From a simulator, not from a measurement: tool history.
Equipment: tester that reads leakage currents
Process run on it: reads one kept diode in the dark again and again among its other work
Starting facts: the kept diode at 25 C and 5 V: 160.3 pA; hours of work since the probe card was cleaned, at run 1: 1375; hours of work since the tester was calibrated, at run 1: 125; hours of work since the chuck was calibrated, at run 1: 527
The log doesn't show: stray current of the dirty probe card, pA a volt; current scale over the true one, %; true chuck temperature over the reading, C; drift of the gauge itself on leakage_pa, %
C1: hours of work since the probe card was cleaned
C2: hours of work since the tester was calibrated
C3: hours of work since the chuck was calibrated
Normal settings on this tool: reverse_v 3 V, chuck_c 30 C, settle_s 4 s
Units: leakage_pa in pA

Run 1, hour 0: usual settings; C1 1375; C2 125; C3 527. Result: leakage_pa 196.71 pA.
Run 2, hour 25.7: usual settings but reverse_v 5.72 V; C1 1385; C2 136; C3 537. Result: leakage_pa 245.99 pA.
Run 3, hour 49.8: usual settings but reverse_v 5.72 V; C1 1395; C2 145; C3 547. Result: leakage_pa 245.35 pA.
Run 4, hour 79.6: usual settings but reverse_v 19.54 V; C1 1407; C2 157; C3 559. Result: leakage_pa 380.77 pA.
Run 5, hour 116.6: usual settings but reverse_v 19.54 V, chuck_c 52 C; C1 1422; C2 172; C3 574. Result: leakage_pa 2380.29 pA.
Run 6, hour 143.2: usual settings but reverse_v 3.8 V, chuck_c 52 C; C1 1432; C2 183; C3 585. Result: leakage_pa 1343.91 pA.
Run 7, hour 176.8: usual settings but reverse_v 3.8 V, chuck_c 52 C; C1 1446; C2 197; C3 598. Result: leakage_pa 1338.45 pA.
Run 8, hour 206.3: usual settings but reverse_v 3.8 V, chuck_c 52 C; C1 1458; C2 209; C3 610. Result: leakage_pa 1334.25 pA.
Run 9, hour 243: usual settings but settle_s 0.31 s; C1 1473; C2 223; C3 625. Result: leakage_pa 195.85 pA.
Run 10, hour 284.1: usual settings but settle_s 1.28 s; C1 1489; C2 240; C3 642. Result: leakage_pa 194.48 pA.
Run 11, hour 308.5: usual settings but settle_s 1.28 s; C1 1499; C2 250; C3 651. Result: leakage_pa 192.55 pA.
Run 12, hour 343.2: usual settings but settle_s 1.28 s; C1 1513; C2 264; C3 665. Result: leakage_pa 192.45 pA.
Run 13, hour 363.5: usual settings; C1 1521; C2 272; C3 674. Result: leakage_pa 190.78 pA.
Run 14, hour 397.7: usual settings but reverse_v 4.21 V; C1 1535; C2 286; C3 687. Result: leakage_pa 214.86 pA.
Run 15, hour 423.6: usual settings but reverse_v 4.21 V; C1 1546; C2 296; C3 698. Result: leakage_pa 214.5 pA.
Run 16, hour 452.4: usual settings but reverse_v 18.79 V; C1 1557; C2 308; C3 710. Result: leakage_pa 368.4 pA.
Run 17, hour 484.5: usual settings but reverse_v 18.79 V, chuck_c 60 C; C1 1570; C2 321; C3 723. Result: leakage_pa 4230.08 pA.
Run 18, hour 507: usual settings but reverse_v 7.17 V, chuck_c 60 C; C1 1579; C2 330; C3 732. Result: leakage_pa 3031.86 pA.
Run 19, hour 533.1: usual settings; C1 1590; C2 341; C3 742. Result: leakage_pa 189.31 pA.
Run 20, hour 571: usual settings but settle_s 4.01 s; C1 1605; C2 356; C3 757. Result: leakage_pa 189.2 pA.
Run 21, hour 594.6: usual settings but reverse_v 10.27 V, chuck_c 36 C, settle_s 0.9 s; C1 1615; C2 365; C3 767. Result: leakage_pa 497.57 pA.
Run 22, hour 614: usual settings but reverse_v 5.86 V, chuck_c 36 C, settle_s 5.96 s; C1 1623; C2 373; C3 775. Result: leakage_pa 404.24 pA.
Run 23, hour 646: usual settings but reverse_v 4.66 V, chuck_c 23 C, settle_s 1.39 s; C1 1635; C2 386; C3 788. Result: leakage_pa 116.56 pA.
Run 24, hour 685.8: usual settings but reverse_v 11.69 V, chuck_c 38 C; C1 1652; C2 402; C3 804. Result: leakage_pa 613.62 pA.
Run 25, hour 716.3: usual settings but reverse_v 2.15 V, chuck_c 22 C, settle_s 0.73 s; C1 1664; C2 415; C3 816. Result: leakage_pa 80.68 pA.
Run 26, hour 754.5: usual settings but reverse_v 1.45 V, chuck_c 53 C, settle_s 2.67 s; C1 1679; C2 430; C3 832. Result: leakage_pa 1002.67 pA.
Run 27, hour 775.7: usual settings but reverse_v 19.17 V, chuck_c 29 C, settle_s 6.55 s; C1 1688; C2 439; C3 840. Result: leakage_pa 331.79 pA.
Run 28, hour 799.6: usual settings but reverse_v 19.19 V, chuck_c 32 C, settle_s 4.98 s; C1 1697; C2 448; C3 850. Result: leakage_pa 429.82 pA.
Run 29, hour 840.2: usual settings but reverse_v 9.4 V, chuck_c 32 C, settle_s 1.01 s; C1 1714; C2 465; C3 866. Result: leakage_pa 333.28 pA.
Run 30, hour 864.6: usual settings but reverse_v 4.42 V, chuck_c 33 C, settle_s 0.42 s; C1 1724; C2 475; C3 876. Result: leakage_pa 279.73 pA.
Run 31, hour 900.7: usual settings but reverse_v 19.38 V, chuck_c 22 C, settle_s 0.42 s; C1 1738; C2 489; C3 891. Result: leakage_pa 192.34 pA.
Run 32, hour 938: usual settings but reverse_v 1.78 V, chuck_c 37 C, settle_s 0.9 s; C1 1753; C2 504; C3 906. Result: leakage_pa 285.76 pA.
Run 33, hour 967.9: usual settings but reverse_v 1.78 V, chuck_c 37 C, settle_s 0.9 s; C1 1765; C2 516; C3 918. Result: leakage_pa 285.04 pA.

Run 34, settings as shown, results not yet in. Your forecast:
Run 34, hour 985.4: usual settings but reverse_v 1.14 V, chuck_c 27 C, settle_s 0.31 s; C1 1773; C2 523; C3 925. Result: leakage_pa ?.

leakage_pa: 100.42 pA
On a tool with no hidden condition, and with the same random variation, this run would have come out at leakage_pa 117.06 pA.

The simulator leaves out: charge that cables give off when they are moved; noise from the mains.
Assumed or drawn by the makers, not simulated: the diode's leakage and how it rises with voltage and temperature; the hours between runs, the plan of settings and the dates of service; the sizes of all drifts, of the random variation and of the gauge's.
